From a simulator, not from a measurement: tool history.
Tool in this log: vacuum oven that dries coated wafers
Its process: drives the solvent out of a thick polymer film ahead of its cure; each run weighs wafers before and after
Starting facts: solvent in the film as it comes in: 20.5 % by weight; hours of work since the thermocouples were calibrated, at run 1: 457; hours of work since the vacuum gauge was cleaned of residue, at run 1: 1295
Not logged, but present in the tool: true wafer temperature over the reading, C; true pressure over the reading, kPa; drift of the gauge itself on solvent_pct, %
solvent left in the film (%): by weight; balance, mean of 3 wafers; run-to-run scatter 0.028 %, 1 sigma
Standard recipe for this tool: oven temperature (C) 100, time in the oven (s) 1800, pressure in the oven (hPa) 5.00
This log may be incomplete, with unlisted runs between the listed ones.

run,hour,oven temperature (C),time in the oven (s),pressure in the oven (hPa),hours of work since the thermocouples were calibrated,hours of work since the vacuum gauge was cleaned of residue,solvent left in the film (%)
1,0.0,100,1800,5.00,457,1295,1.16
2,19.4,100,1800,5.00,473,1311,1.19
3,50.9,100,1800,5.00,497,1335,1.20
4,78.7,100,1800,5.42,519,1357,1.18
5,100.2,90,1800,5.42,536,1374,4.33
6,122.4,100,1080,5.00,554,1392,3.24
7,149.7,100,1080,5.00,575,1413,3.27
8,190.0,100,1620,5.00,607,1445,1.50
9,225.9,100,1620,5.00,635,1473,1.48
10,255.9,110,1800,5.00,658,1496,0.18
11,294.7,110,1800,5.00,689,1527,0.17
12,330.6,100,1800,19.16,717,1555,1.44
13,374.5,100,1800,3.14,751,1590,1.12
14,420.3,100,1800,5.00,788,1626,1.20
15,452.5,100,1800,5.00,813,1651,1.15
16,483.3,100,1800,5.00,837,1675,1.15
17,503.7,100,1800,5.00,853,1691,1.17
18,527.9,100,1800,5.00,872,1710,1.15
19,546.9,100,1800,5.00,887,1725,1.18
20,576.0,100,1800,5.00,910,1748,1.14
21,601.9,100,1800,5.00,930,1768,1.15
22,625.3,100,1020,5.00,948,1787,3.55
23,648.0,100,1020,5.00,966,1804,3.56
24,677.4,112,1800,5.00,989,1827,0.08
25,721.0,100,2940,3.92,1024,1862,0.28
26,754.2,100,2940,3.92,1050,1888,0.29
27,774.5,87,1020,10.47,1066,1904,9.03
28,798.8,85,960,5.00,1085,1923,10.04
29,818.8,85,960,5.00,1100,1939,10.12
30,840.7,100,2460,5.00,1118,1956,0.50
31,881.1,96,1740,3.02,1149,1987,2.24
32,920.8,115,3120,5.36,1181,2019,0.06
33,957.9,91,1200,3.85,1210,2048,6.21
34,1003.5,89,2160,12.12,1246,2084,3.89
35,1027.5,89,1020,10.87,1264,2102,8.31
36,1049.6,101,1440,10.94,1282,2120,1.73
37,1082.9,108,1380,16.99,1308,2146,0.69
# hour 1098.2: oven's thermocouples calibrated
38,1119.2,108,1380,16.99,16,2173,0.76
39,1138.3,107,1800,6.42,32,2188,0.34
40,1160.0,107,1800,6.42,49,2205,0.31
41,1202.5,114,1440,4.10,82,2238,0.15
42,1242.0,114,1440,4.10,113,2269,0.14
43,1284.2,103,1020,7.23,146,2303,2.63
44,1321.3,88,2040,5.00,175,2332,4.44
45,1366.6,88,2040,5.00,211,2367,4.50
46,1396.2,105,1800,5.00,234,2390,0.41

5 options for the next run, each taken on its own from the tool as it stands now. Forecast them:
A,1415.0,89,1680,3.92,249,2405,?
B,1415.0,105,3120,12.47,249,2405,?
C,1415.0,105,1800,13.47,249,2405,?
D,1415.0,106,1800,5.00,249,2405,?
E,1415.0,100,2520,5.00,249,2405,?

run,solvent left in the film (%)
A,5.10
B,0.23
C,0.65
D,0.33
E,0.49
Without the tool's hidden state the same runs would have given:
run,solvent left in the film (%)
A,5.10
B,0.22
C,0.65
D,0.33
E,0.49

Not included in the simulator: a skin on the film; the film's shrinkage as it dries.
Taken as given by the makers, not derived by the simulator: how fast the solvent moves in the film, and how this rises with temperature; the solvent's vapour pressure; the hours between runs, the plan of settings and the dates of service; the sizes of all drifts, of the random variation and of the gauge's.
